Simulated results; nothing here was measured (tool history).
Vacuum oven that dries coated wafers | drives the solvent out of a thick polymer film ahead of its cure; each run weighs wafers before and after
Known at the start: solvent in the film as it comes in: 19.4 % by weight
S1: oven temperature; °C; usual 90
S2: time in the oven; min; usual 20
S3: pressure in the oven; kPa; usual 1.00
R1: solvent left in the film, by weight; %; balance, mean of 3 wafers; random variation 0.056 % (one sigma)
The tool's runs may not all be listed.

Run 1, hour 0.0: usual settings. Result: R1 3.18 %.
Run 2, hour 43.9: usual settings. Result: R1 3.35 %.
Run 3, hour 89.2: usual settings. Result: R1 3.30 %.
Run 4, hour 133.2: usual settings. Result: R1 3.33 %.
Run 5, hour 155.9: usual settings. Result: R1 3.28 %.
Run 6, hour 194.0: usual settings. Result: R1 3.31 %.
Run 7, hour 233.1: usual settings. Result: R1 3.35 %.
Run 8, hour 274.4: usual settings but S2 36 min. Result: R1 1.57 %.
Run 9, hour 294.6: usual settings but S2 36 min. Result: R1 1.49 %.
Run 10, hour 326.7: usual settings but S2 36 min. Result: R1 1.52 %.
Run 11, hour 368.2: usual settings but S2 36 min. Result: R1 1.49 %.
Run 12, hour 409.7: usual settings. Result: R1 3.49 %.
Run 13, hour 436.5: usual settings but S2 19 min, S3 3.71 kPa. Result: R1 5.26 %.
At hour 440.8: vacuum gauge cleaned of residue and calibrated.
Run 14, hour 470.8: usual settings but S1 80 °C, S2 21 min, S3 3.71 kPa. Result: R1 8.30 %.
Run 15, hour 495.1: usual settings but S1 80 °C, S2 21 min, S3 3.71 kPa. Result: R1 8.11 %.
Run 16, hour 526.6: usual settings but S1 80 °C, S2 21 min, S3 3.71 kPa. Result: R1 8.19 %.
Run 17, hour 570.5: usual settings but S1 81 °C, S2 28 min, S3 2.18 kPa. Result: R1 5.35 %.
Run 18, hour 603.2: usual settings but S1 101 °C, S2 10 min. Result: R1 4.15 %.
Run 19, hour 637.4: usual settings but S1 101 °C, S2 10 min, S3 3.38 kPa. Result: R1 5.01 %.
At hour 658.7: vacuum gauge cleaned of residue and calibrated, once more.
Run 20, hour 678.7: usual settings but S1 92 °C, S2 35 min, S3 0.65 kPa. Result: R1 0.88 %.
Run 21, hour 713.2: usual settings but S1 92 °C, S2 35 min, S3 0.65 kPa. Result: R1 0.89 %.
Run 22, hour 750.4: usual settings but S1 77 °C, S2 35 min, S3 0.65 kPa. Result: R1 3.64 %.
Run 23, hour 775.2: usual settings but S2 16 min, S3 2.43 kPa. Result: R1 5.13 %.

Measured less the same run without the tool's hidden state. The same run-to-run variation is in both; the gauge's scatter may not be:
The hidden state here: true wafer temperature over the reading, C; true pressure over the reading, kPa; drift of the gauge itself on solvent_pct, %.
run     R1
  1  +0.80
  2  +0.82
  3  +0.82
  4  +0.85
  5  +0.85
  6  +0.86
  7  +0.89
  8  +0.58
  9  +0.58
 10  +0.60
 11  +0.60
 12  +0.95
 13  +1.12
 14  +1.52
 15  +1.51
 16  +1.51
 17  +1.40
 18  +0.99
 19  +1.06
 20  +0.26
 21  +0.26
 22  +0.88
 23  +0.95

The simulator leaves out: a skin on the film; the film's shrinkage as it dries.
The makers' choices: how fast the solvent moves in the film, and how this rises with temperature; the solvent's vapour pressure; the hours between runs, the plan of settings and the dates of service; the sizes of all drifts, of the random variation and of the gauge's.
